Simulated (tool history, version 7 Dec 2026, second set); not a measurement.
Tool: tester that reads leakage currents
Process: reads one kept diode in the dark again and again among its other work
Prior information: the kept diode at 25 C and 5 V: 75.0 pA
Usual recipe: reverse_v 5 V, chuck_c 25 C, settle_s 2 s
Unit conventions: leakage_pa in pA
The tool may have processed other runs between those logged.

run,hour,reverse_v,chuck_c,settle_s,leakage_pa
1,0,5,25,2,71.22
2,19.3,7.87,25,2,83.34
3,59.1,5,25,2,70.79
4,87.7,1.82,25,2,49.81
5,124.4,5,32,2,121.47
6,144.9,5,32,2,121.94
7,173.4,5,32,2,121.6
8,209.5,5,32,2,121.69
9,230.1,5,32,2,120.95
10,260.9,1.29,25,2,43.99
11,281.7,5,25,0.54,72.84
12,298.7,5,25,0.54,72.5
13,329.3,5,25,0.54,72.53
14,352.2,5,25,0.54,72.92
15,392.4,1.51,25,2,45.83
16,418.4,1.51,25,2,45.88
17,454.7,1.51,25,2,45.8
18,481.3,1.51,25,2,45.73
19,503.2,1.51,25,2,46.14
20,531.2,5,25,1.08,70.3
21,571.3,3.09,37,0.56,149
22,608.9,3.09,37,0.56,149.19
23,645.2,1.22,37,2.87,107.04
24,682.9,12.06,53,2.42,722.63
25,705.9,12.06,53,2.42,716.55
26,723.4,12.06,53,2.42,716.84
27,763.5,3.74,25,8.88,61.15
28,791.5,3.74,25,8.88,61.32
29,810.3,3.74,25,8.88,61.39
30,847.6,3.74,25,8.88,61.13
31,869.2,1.21,27,0.36,50.01
32,907.6,1.49,27,2.09,52.13
33,940.9,1.49,27,2.09,52.19
34,972.8,1.26,38,9.62,114.38
35,1001.9,6.5,53,9.62,575.05
36,1028.8,10.88,25,2,89.92
37,1052,11.23,36,0.44,215.93
38,1084.4,1.22,25,3.67,41.15
39,1114.3,1.22,25,3.67,41.17
40,1130.6,1.22,25,3.67,40.92

3 ways to go on from here, each from the tool as it stands after run 40. What would each give?
A,1155.9,2.53,34,2,?
B,1155.9,5,35,9.29,?
C,1155.9,1.89,23,3.67,?

run,leakage_pa
A,106.45
B,143.67
C,40.52
Without the tool's hidden state the same runs would have given:
run,leakage_pa
A,120.34
B,162.12
C,46.13
